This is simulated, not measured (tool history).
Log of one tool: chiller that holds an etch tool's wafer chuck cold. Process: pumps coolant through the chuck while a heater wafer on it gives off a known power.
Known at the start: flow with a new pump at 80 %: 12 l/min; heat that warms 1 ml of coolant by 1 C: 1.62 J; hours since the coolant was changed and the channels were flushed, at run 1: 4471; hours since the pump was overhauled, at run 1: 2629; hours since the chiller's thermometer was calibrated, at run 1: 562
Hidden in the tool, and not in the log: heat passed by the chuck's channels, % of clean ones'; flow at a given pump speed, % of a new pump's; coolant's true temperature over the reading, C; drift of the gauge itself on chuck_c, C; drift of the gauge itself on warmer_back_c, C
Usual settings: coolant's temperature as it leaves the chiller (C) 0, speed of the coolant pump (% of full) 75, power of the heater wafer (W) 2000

run    hour  coolant's temperature as it leaves the chiller (C)  speed of the coolant pump (% of full)  power of the heater wafer (W)  hours since the coolant was changed and the channels were flushed  hours since the pump was overhauled  hours since the chiller's thermometer was calibrated  chuck's temperature once it has settled (C)  how much warmer the coolant comes back (C)
  1       0                                                   0                                     75                           2000                                                               4471                                 2629                                                   562                                           21                                        6.59
  2   205.6                                                   0                                     75                           2000                                                               4676                                 2835                                                   768                                         21.2                                        6.65
  3   342.4                                                   0                                     85                           2000                                                               4813                                 2972                                                   904                                           19                                        5.84
  4   483.1                                                   0                                     75                           2000                                                               4954                                 3112                                                  1045                                         21.2                                        6.63
  5   588.3                                                   0                                     75                           2000                                                               5059                                 3218                                                  1150                                         21.3                                        6.63
  6   710.3                                                   0                                     75                           2000                                                               5181                                 3340                                                  1272                                         21.2                                        6.64
  7   939.2                                                   0                                     75                           1874                                                               5410                                 3569                                                  1501                                         19.9                                        6.29
  8  1082.5                                                   0                                     75                           2000                                                               5553                                 3712                                                  1644                                         21.2                                        6.73
  9  1241.9                                                   0                                     75                           1442                                                               5713                                 3871                                                  1804                                         15.1                                         4.9
 10  1469.8                                                   0                                     75                           1442                                                               5941                                 4099                                                  2032                                         15.3                                        4.87
 11  1564.2                                                   0                                     75                           1442                                                               6035                                 4193                                                  2126                                         15.3                                        4.94
 12  1720.8                                                   0                                     75                           1442                                                               6192                                 4350                                                  2283                                         15.2                                        4.94
 13    1878                                                   0                                     75                           1442                                                               6349                                 4507                                                  2440                                         15.4                                        4.94
 14  2032.3                                                   0                                     75                           1442                                                               6503                                 4662                                                  2594                                         15.3                                        5.04
     2115.3  -- coolant changed, channels flushed
 15  2217.2                                                   0                                     75                           1442                                                                102                                 4840                                                  2773                                         15.3                                        4.99
 16  2321.3                                                   0                                     75                           1442                                                                206                                 4945                                                  2877                                         15.4                                        5.02
 17    2509                                                   0                                     75                           1442                                                                394                                 5132                                                  3065                                         15.2                                        5.06
     2540.7  -- gauge calibrated
 18  2688.7                                                  -7                                     99                           2863                                                                573                                 5312                                                  3245                                         16.9                                        7.15
 19  2791.1                                                  -7                                     99                           2863                                                                676                                 5414                                                  3347                                         16.8                                        7.15
 20  2985.2                                                   0                                     67                           1531                                                                870                                 5609                                                  3541                                           18                                        5.72
 21  3093.6                                                   5                                     67                           1531                                                                978                                 5717                                                  3650                                         22.9                                        5.75
 22  3286.3                                                   4                                     98                           1205                                                               1171                                 5910                                                  3842                                         14.2                                        3.07
 23  3432.2                                                   5                                     71                           1452                                                               1317                                 6056                                                  3988                                         21.1                                        5.15
 24  3590.1                                                  -2                                     89                           2028                                                               1475                                 6213                                                  4146                                         16.5                                        5.69
 25  3716.5                                                  -5                                     65                           1746                                                               1601                                 6340                                                  4272                                         15.9                                        6.81
 26  3885.6                                                  -2                                     78                           1346                                                               1770                                 6509                                                  4442                                         11.8                                        4.39
 27  4061.7                                                  -4                                     75                           2000                                                               1946                                 6685                                                  4618                                         17.3                                        6.76
 28  4272.3                                                  -4                                     75                           2000                                                               2157                                 6896                                                  4828                                         17.2                                        6.78
 29  4479.3                                                  -4                                     75                           2000                                                               2364                                 7103                                                  5035                                         17.2                                        6.74
 30  4624.5                                                   0                                     75                           2802                                                               2509                                 7248                                                  5181                                         29.9                                        9.44
     4647.6  -- chiller's thermometer calibrated
 31  4805.3                                                   8                                     60                           2946                                                               2689                                 7428                                                   158                                         45.8                                       12.43

4 ways to go on from here, each from the tool as it stands after run 31. What would each give?
  A  4932.2                                                   0                                     85                           2000                                                               2816                                 7554                                                   285                                            ?                                           ?
  B  4932.2                                                  -4                                     94                           2904                                                               2816                                 7554                                                   285                                            ?                                           ?
  C  4932.2                                                   8                                     74                           2946                                                               2816                                 7554                                                   285                                            ?                                           ?
  D  4932.2                                                   4                                     67                           1367                                                               2816                                 7554                                                   285                                            ?                                           ?

run  chuck's temperature once it has settled (C)  how much warmer the coolant comes back (C)
  A                                           19                                        6.11
  B                                         21.3                                        7.86
  C                                         39.7                                        10.1
  D                                         20.1                                        5.35
Without the tool's hidden state the same runs would have given:
run  chuck's temperature once it has settled (C)  how much warmer the coolant comes back (C)
  A                                           19                                        5.83
  B                                         21.2                                        7.58
  C                                         39.7                                        9.82
  D                                         20.1                                        5.08
